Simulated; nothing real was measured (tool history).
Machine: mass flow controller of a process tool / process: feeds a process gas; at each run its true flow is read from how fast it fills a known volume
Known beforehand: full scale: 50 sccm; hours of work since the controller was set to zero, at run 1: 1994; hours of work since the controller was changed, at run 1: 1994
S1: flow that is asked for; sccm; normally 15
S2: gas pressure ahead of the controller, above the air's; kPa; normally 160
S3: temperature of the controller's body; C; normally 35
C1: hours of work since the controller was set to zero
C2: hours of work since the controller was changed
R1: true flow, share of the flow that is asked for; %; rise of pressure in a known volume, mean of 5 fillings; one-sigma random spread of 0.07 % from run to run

run	day	S1	S2	S3	C1	C2	R1
1	0	15	160	35	1994	1994	100.17
2	1.729	17	160	35	2020	2020	100.04
3	3.308	17	160	35	2044	2044	100.09
4	6.512	15	160	35	2092	2092	100.3
5	9.796	15	160	37	2142	2142	100.1
6	11.25	15	228	35	2163	2163	99.72
7	14.333	15	228	35	2210	2210	99.94
8	16.825	5	228	35	2248	2248	101.87
9	18.479	5	228	35	2273	2273	102.07
10	20.538	5	228	35	2304	2304	102.07
11	22.379	5	228	35	2332	2332	102.08
12	23.996	15	160	35	2356	2356	100.46
13	26.212	6	160	35	2389	2389	102.12
# day 26.446: controller's zero set anew
14	29.617	6	160	35	48	2440	104.05
15	32.208	17	188	35	87	2480	100.96
16	34.417	17	188	35	120	2513	101.1
17	36.283	17	188	35	149	2541	101.03
# day 38.938: controller's zero set anew, once more
18	39.475	41	271	26	8	2589	100.01
19	42.842	12	160	35	59	2640	99.55
20	45.554	20	160	22	100	2681	100.43

Run 21 comes next. What will it give?
21	47.788	20	226	23	134	2714	?

{"run 21": {"R1": 100.05}}
With no hidden state in the tool, this same run would have given R1 99 %.

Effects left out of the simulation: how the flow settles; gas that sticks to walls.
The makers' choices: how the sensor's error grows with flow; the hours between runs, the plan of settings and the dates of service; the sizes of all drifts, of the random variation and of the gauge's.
